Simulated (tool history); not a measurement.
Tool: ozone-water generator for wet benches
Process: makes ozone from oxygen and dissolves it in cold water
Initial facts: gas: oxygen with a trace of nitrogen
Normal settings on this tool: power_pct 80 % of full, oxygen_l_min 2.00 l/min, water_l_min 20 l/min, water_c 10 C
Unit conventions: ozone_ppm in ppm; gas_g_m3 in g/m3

run   hour  power_pct  oxygen_l_min  water_l_min  water_c  ozone_ppm  gas_g_m3
  1    0.0         80          2.00           20       10        8.6     158.5
  2   41.2         80          2.00           20       10        8.7     158.9
  3   88.9         80          2.00           20       10        8.7     159.5
  4  115.5         80          2.00           20       10        8.9     160.1
  5  140.9         80          2.00           20       10        8.9     159.7
  6  197.2         80          2.00           20       10        8.8     159.4
  7  254.0         80          2.00           20       10        8.6     161.4
  8  304.6         80          2.00           20       10        8.6     159.4
  9  349.1         80          2.00           20       10        8.7     160.1
 10  382.5         80          2.00           12       10       15.3     160.9
 11  430.9         80          2.00           12       10       15.4     158.8
 12  471.3         41          2.00           20       10        4.9      87.6
 13  521.8         41          2.00           20       10        4.9      88.7
 14  549.9         80          2.00           20       10        8.8     160.2
 15  607.4         80          2.00           19       10        9.4     158.3
 16  659.4         80          2.73           19       10       10.1     131.8
 17  715.5         80          2.73           19       10        9.8     134.1
 18  743.1         80          2.73           13       10       14.7     131.4
 19  792.2         80          2.73           13       10       14.7     132.3
 20  850.3         78          2.00           20        6        8.8     158.1
 21  881.9         77          1.68           20       12        8.0     171.2

The next listed run, before its measurement:
     903.3  -- contactor cleaned
 22  920.9         87          1.68           23        8          ?         ?

ozone_ppm: 7.8 ppm
gas_g_m3: 190.4 g/m3
Without the tool's hidden state the same run would have given ozone_ppm 7.8 ppm, gas_g_m3 190.6 g/m3.
